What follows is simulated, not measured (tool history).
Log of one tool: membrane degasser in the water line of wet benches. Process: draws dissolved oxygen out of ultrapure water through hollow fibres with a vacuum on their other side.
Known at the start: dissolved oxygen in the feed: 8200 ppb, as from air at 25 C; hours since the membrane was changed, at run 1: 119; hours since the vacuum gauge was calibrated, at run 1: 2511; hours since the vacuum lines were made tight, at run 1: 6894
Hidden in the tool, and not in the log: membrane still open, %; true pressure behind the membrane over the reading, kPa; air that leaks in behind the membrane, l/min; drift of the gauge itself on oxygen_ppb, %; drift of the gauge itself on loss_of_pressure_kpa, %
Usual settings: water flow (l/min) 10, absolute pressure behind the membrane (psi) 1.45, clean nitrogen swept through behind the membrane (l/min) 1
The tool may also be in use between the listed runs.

run     day  water flow (l/min)  absolute pressure behind the membrane (psi)  clean nitrogen swept through behind the membrane (l/min)  hours since the membrane was changed  hours since the vacuum gauge was calibrated  hours since the vacuum lines were made tight  dissolved oxygen in the water behind the degasser (ppb)  pressure that the water loses in the fibres (psi)
  1       0                  10                                         1.45                                                         1                                   119                                         2511                                          6894                                                    174.5                                              8.299
  2   0.933                  13                                         1.45                                                         1                                   142                                         2533                                          6916                                                    251.2                                             10.734
  3   2.192                  10                                         1.45                                                         1                                   172                                         2564                                          6946                                                    176.6                                              8.316
  4   3.875                   8                                         1.45                                                         1                                   212                                         2604                                          6987                                                    137.2                                              6.651
  5     5.5                   8                                         1.45                                                         1                                   251                                         2643                                          7026                                                    139.8                                              6.588
  6     7.4                   8                                         1.45                                                         1                                   297                                         2689                                          7071                                                    139.9                                              6.604
  7   9.283                  10                                         1.45                                                         1                                   342                                         2734                                          7117                                                    175.8                                              8.248
  8  11.004                  10                                         1.45                                                         1                                   383                                         2775                                          7158                                                    174.9                                              8.319
  9  12.125                  10                                         1.45                                                         1                                   410                                         2802                                          7185                                                    178.1                                              8.227
 10  13.275                  10                                         1.45                                                         1                                   438                                         2830                                          7212                                                    177.8                                              8.266
 11  14.492                  10                                         1.45                                                      2.34                                   467                                         2859                                          7242                                                     84.7                                              8.318
 12  15.517                  10                                         1.45                                                      0.43                                   492                                         2883                                          7266                                                    358.1                                              8.213
 13  17.317                  10                                         1.45                                                         1                                   535                                         2927                                          7309                                                    172.5                                              8.311
 14  18.329                  10                                         1.45                                                         1                                   559                                         2951                                          7334                                                    177.2                                              8.227
 15  19.296                  10                                         1.45                                                         1                                   582                                         2974                                          7357                                                    176.1                                              8.272
 16  20.779                  10                                         1.45                                                         1                                   618                                         3010                                          7392                                                    175.1                                               8.35
 17  21.846                  10                                         1.45                                                         1                                   643                                         3035                                          7418                                                    175.3                                              8.305
 18  23.696                  11                                         1.45                                                      1.43                                   688                                         3080                                          7462                                                    147.2                                              9.132
 19  24.942                   8                                         1.57                                                         1                                   718                                         3110                                          7492                                                    152.7                                              6.637
 20  25.875                   8                                         1.57                                                         1                                   740                                         3132                                          7515                                                    157.3                                              6.588
 21  27.067                  10                                         2.64                                                      2.79                                   769                                         3161                                          7543                                                    145.9                                              8.322
 22  28.638                  10                                         2.87                                                      2.79                                   807                                         3198                                          7581                                                    162.1                                               8.27
 23  30.267                  10                                         2.87                                                      2.79                                   846                                         3237                                          7620                                                    160.8                                              8.237
 24  31.596                  10                                         2.87                                                      0.72                                   878                                         3269                                          7652                                                    532.2                                              8.319
 25  33.321                   8                                         2.32                                                      1.94                                   919                                         3311                                          7693                                                    137.6                                              6.631
 26  34.233                   8                                         2.32                                                      1.94                                   941                                         3333                                          7715                                                    134.4                                              6.604
 27  35.917                  10                                         1.86                                                      1.45                                   981                                         3373                                          7756                                                    174.2                                              8.257
 28  37.583                  10                                         1.86                                                      1.45                                  1021                                         3413                                          7796                                                    176.3                                              8.287
 29  39.267                  10                                         1.86                                                      1.45                                  1062                                         3453                                          7836                                                    175.3                                              8.274
 30  40.112                   7                                         1.86                                                      1.21                                  1082                                         3474                                          7856                                                    140.9                                              5.849
 31  40.946                   7                                         1.86                                                      0.94                                  1102                                         3494                                          7876                                                    180.1                                               5.82
 32  41.917                   7                                         1.86                                                      0.56                                  1125                                         3517                                          7900                                                    287.8                                              5.819
 33  43.888                   7                                         1.86                                                      0.56                                  1173                                         3564                                          7947                                                      290                                              5.838

3 ways to go on from here, each from the tool as it stands after run 33. What would each give?
  A  45.117                   7                                         1.45                                                         1                                  1202                                         3594                                          7977                                                        ?                                                  ?
  B  45.117                  11                                         1.74                                                      1.06                                  1202                                         3594                                          7977                                                        ?                                                  ?
  C  45.117                  12                                         3.29                                                      0.63                                  1202                                         3594                                          7977                                                        ?                                                  ?

run  dissolved oxygen in the water behind the degasser (ppb)  pressure that the water loses in the fibres (psi)
  A                                                      123                                               5.82
  B                                                    236.9                                              9.092
  C                                                    801.1                                              9.963
Without the tool's hidden state the same runs would have given:
run  dissolved oxygen in the water behind the degasser (ppb)  pressure that the water loses in the fibres (psi)
  A                                                    115.6                                              5.794
  B                                                    228.4                                              9.052
  C                                                    782.2                                              9.918

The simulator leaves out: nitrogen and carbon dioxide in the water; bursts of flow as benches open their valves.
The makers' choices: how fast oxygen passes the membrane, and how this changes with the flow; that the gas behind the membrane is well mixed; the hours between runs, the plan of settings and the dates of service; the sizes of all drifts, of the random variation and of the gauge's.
